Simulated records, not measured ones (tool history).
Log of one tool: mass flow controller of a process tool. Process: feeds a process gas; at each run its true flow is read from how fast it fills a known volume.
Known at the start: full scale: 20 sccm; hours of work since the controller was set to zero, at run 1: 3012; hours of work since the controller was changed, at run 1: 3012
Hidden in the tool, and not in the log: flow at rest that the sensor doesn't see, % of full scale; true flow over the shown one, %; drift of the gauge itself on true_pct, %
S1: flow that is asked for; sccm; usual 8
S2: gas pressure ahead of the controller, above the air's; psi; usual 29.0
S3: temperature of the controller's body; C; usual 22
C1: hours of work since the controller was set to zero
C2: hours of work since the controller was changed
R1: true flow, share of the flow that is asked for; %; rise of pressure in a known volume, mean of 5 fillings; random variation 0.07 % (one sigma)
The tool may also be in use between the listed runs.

{"run": 1, "hour": 0.0, "S1": 8, "S2": 29.0, "S3": 22, "C1": 3012, "C2": 3012, "R1": 98.87}
{"run": 2, "hour": 116.1, "S1": 8, "S2": 21.0, "S3": 22, "C1": 3083, "C2": 3083, "R1": 98.78}
{"run": 3, "hour": 215.9, "S1": 8, "S2": 21.0, "S3": 22, "C1": 3144, "C2": 3144, "R1": 98.59}
{"run": 4, "hour": 324.7, "S1": 8, "S2": 21.0, "S3": 22, "C1": 3211, "C2": 3211, "R1": 98.77}
{"run": 5, "hour": 385.8, "S1": 8, "S2": 29.0, "S3": 30, "C1": 3249, "C2": 3249, "R1": 98.65}
{"run": 6, "hour": 467.8, "S1": 8, "S2": 29.0, "S3": 30, "C1": 3299, "C2": 3299, "R1": 98.75}
{"run": 7, "hour": 534.9, "S1": 8, "S2": 38.4, "S3": 21, "C1": 3340, "C2": 3340, "R1": 99.07}
{"run": 8, "hour": 673.1, "S1": 3, "S2": 28.9, "S3": 22, "C1": 3425, "C2": 3425, "R1": 97.4}
{"run": 9, "hour": 794.7, "S1": 3, "S2": 36.5, "S3": 22, "C1": 3500, "C2": 3500, "R1": 97.65}
{"run": 10, "hour": 899.3, "S1": 3, "S2": 36.5, "S3": 22, "C1": 3564, "C2": 3564, "R1": 97.5}
{"run": 11, "hour": 960.8, "S1": 3, "S2": 36.5, "S3": 29, "C1": 3602, "C2": 3602, "R1": 97.21}

Run 12 comes next. What will it give?
{"run": 12, "hour": 1048.2, "S1": 3, "S2": 29.0, "S3": 27, "C1": 3656, "C2": 3656, "R1": "?"}

Run 12 gave R1 97.03 %.
Without the tool's hidden state the same run would have given R1 97.98 %.
